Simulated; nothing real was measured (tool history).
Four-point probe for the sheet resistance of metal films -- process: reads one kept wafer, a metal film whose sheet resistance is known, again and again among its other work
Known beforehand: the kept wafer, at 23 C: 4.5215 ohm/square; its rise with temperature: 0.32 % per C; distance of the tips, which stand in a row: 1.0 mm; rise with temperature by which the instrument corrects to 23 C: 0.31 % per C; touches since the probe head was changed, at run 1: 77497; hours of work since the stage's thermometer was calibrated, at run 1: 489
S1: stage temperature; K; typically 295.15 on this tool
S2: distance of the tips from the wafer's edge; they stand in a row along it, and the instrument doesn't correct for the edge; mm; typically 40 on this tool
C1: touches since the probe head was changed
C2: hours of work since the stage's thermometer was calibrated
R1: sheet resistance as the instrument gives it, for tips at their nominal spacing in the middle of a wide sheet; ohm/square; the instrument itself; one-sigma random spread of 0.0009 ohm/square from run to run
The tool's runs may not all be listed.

run 1 hour=0.0 | S1=295.15 S2=40 | C1=77497 C2=489 | R1=4.465977
run 2 hour=12.6 | S1=295.15 S2=40 | C1=77935 C2=496 | R1=4.466852
run 3 hour=27.6 | S1=295.15 S2=4 | C1=78452 C2=506 | R1=4.607915
run 4 hour=51.0 | S1=297.15 S2=40 | C1=79266 C2=520 | R1=4.467614
run 5 hour=74.2 | S1=304.15 S2=40 | C1=80067 C2=534 | R1=4.472838
run 6 hour=93.6 | S1=295.15 S2=16 | C1=80740 C2=546 | R1=4.471964
run 7 hour=105.7 | S1=295.15 S2=4 | C1=81159 C2=554 | R1=4.606835
run 8 hour=116.8 | S1=295.15 S2=4 | C1=81542 C2=560 | R1=4.606086
run 9 hour=130.0 | S1=295.15 S2=4 | C1=82002 C2=568 | R1=4.605991
run 10 hour=152.7 | S1=295.15 S2=40 | C1=82786 C2=582 | R1=4.461716
run 11 hour=168.4 | S1=295.15 S2=40 | C1=83331 C2=592 | R1=4.462464
run 12 hour=185.4 | S1=295.15 S2=40 | C1=83921 C2=603 | R1=4.462322
run 13 hour=205.7 | S1=295.15 S2=40 | C1=84622 C2=615 | R1=4.462093
run 14 hour=218.7 | S1=294.15 S2=40 | C1=85075 C2=623 | R1=4.459701
run 15 hour=235.0 | S1=296.15 S2=40 | C1=85640 C2=633 | R1=4.460898
run 16 hour=250.7 | S1=292.15 S2=40 | C1=86181 C2=643 | R1=4.457266
run 17 hour=266.0 | S1=295.15 S2=40 | C1=86712 C2=652 | R1=4.457788
-- hour=277.0 new probe head fitted
run 18 hour=277.4 | S1=295.15 S2=40 | C1=17 C2=658 | R1=4.516572
run 19 hour=289.4 | S1=295.15 S2=40 | C1=431 C2=666 | R1=4.513624
run 20 hour=303.2 | S1=295.15 S2=40 | C1=908 C2=674 | R1=4.512374
run 21 hour=315.1 | S1=295.15 S2=40 | C1=1320 C2=682 | R1=4.511647
run 22 hour=332.9 | S1=295.15 S2=70 | C1=1939 C2=693 | R1=4.509819
-- hour=335.0 stage's thermometer calibrated
run 23 hour=350.8 | S1=295.15 S2=70 | C1=2539 C2=10 | R1=4.512697
run 24 hour=372.6 | S1=298.15 S2=27 | C1=3296 C2=23 | R1=4.516829
run 25 hour=389.1 | S1=302.15 S2=11 | C1=3867 C2=33 | R1=4.537320
run 26 hour=410.2 | S1=297.15 S2=69 | C1=4598 C2=46 | R1=4.510633
run 27 hour=426.3 | S1=303.15 S2=34 | C1=5155 C2=56 | R1=4.517288
run 28 hour=440.8 | S1=306.15 S2=10 | C1=5660 C2=65 | R1=4.540724
run 29 hour=457.4 | S1=306.15 S2=10 | C1=6233 C2=75 | R1=4.542769
-- hour=473.8 stage's thermometer calibrated, once more
run 30 hour=477.4 | S1=306.15 S2=10 | C1=6909 C2=2 | R1=4.539569
run 31 hour=488.1 | S1=306.15 S2=10 | C1=7279 C2=9 | R1=4.537566
run 32 hour=505.4 | S1=306.15 S2=40 | C1=7878 C2=19 | R1=4.514602
run 33 hour=526.4 | S1=305.15 S2=25 | C1=8608 C2=32 | R1=4.515386
run 34 hour=539.8 | S1=305.15 S2=25 | C1=9070 C2=41 | R1=4.517220
run 35 hour=550.2 | S1=305.15 S2=25 | C1=9432 C2=47 | R1=4.515591
run 36 hour=571.5 | S1=305.15 S2=25 | C1=10171 C2=60 | R1=4.515285
run 37 hour=587.5 | S1=305.15 S2=3 | C1=10722 C2=70 | R1=4.763559
run 38 hour=607.7 | S1=293.15 S2=65 | C1=11423 C2=82 | R1=4.499934
run 39 hour=623.9 | S1=304.15 S2=42 | C1=11983 C2=92 | R1=4.508622
run 40 hour=644.2 | S1=299.15 S2=55 | C1=12688 C2=105 | R1=4.504182
run 41 hour=667.2 | S1=298.15 S2=5 | C1=13483 C2=119 | R1=4.598267
run 42 hour=687.5 | S1=298.15 S2=5 | C1=14188 C2=131 | R1=4.596118
run 43 hour=700.5 | S1=298.15 S2=5 | C1=14639 C2=139 | R1=4.595408
run 44 hour=712.6 | S1=295.15 S2=3 | C1=15057 C2=147 | R1=4.752386

The same runs without the tool's hidden state, with the same run-to-run variation:
Unlogged tool condition in this case: inner tips' distance over the nominal, %; tips' flats over new ones', %; wafer's true temperature over the reading, C; drift of the gauge itself on sheet_ohm, %.
run=1 R1=4.521685
run=2 R1=4.522936
run=3 R1=4.666020
run=4 R1=4.524741
run=5 R1=4.530717
run=6 R1=4.530338
run=7 R1=4.667151
run=8 R1=4.666730
run=9 R1=4.666984
run=10 R1=4.521559
run=11 R1=4.522729
run=12 R1=4.523094
run=13 R1=4.523398
run=14 R1=4.521335
run=15 R1=4.523013
run=16 R1=4.519740
run=17 R1=4.520742
run=18 R1=4.524720
run=19 R1=4.522088
run=20 R1=4.521245
run=21 R1=4.520838
run=22 R1=4.519487
run=23 R1=4.521748
run=24 R1=4.526507
run=25 R1=4.547538
run=26 R1=4.521331
run=27 R1=4.528523
run=28 R1=4.552464
run=29 R1=4.554973
run=30 R1=4.555424
run=31 R1=4.553721
run=32 R1=4.531155
run=33 R1=4.532459
run=34 R1=4.534708
run=35 R1=4.533356
run=36 R1=4.533652
run=37 R1=4.783335
run=38 R1=4.519270
run=39 R1=4.528422
run=40 R1=4.524471
run=41 R1=4.619573
run=42 R1=4.618073
run=43 R1=4.617742
run=44 R1=4.775774

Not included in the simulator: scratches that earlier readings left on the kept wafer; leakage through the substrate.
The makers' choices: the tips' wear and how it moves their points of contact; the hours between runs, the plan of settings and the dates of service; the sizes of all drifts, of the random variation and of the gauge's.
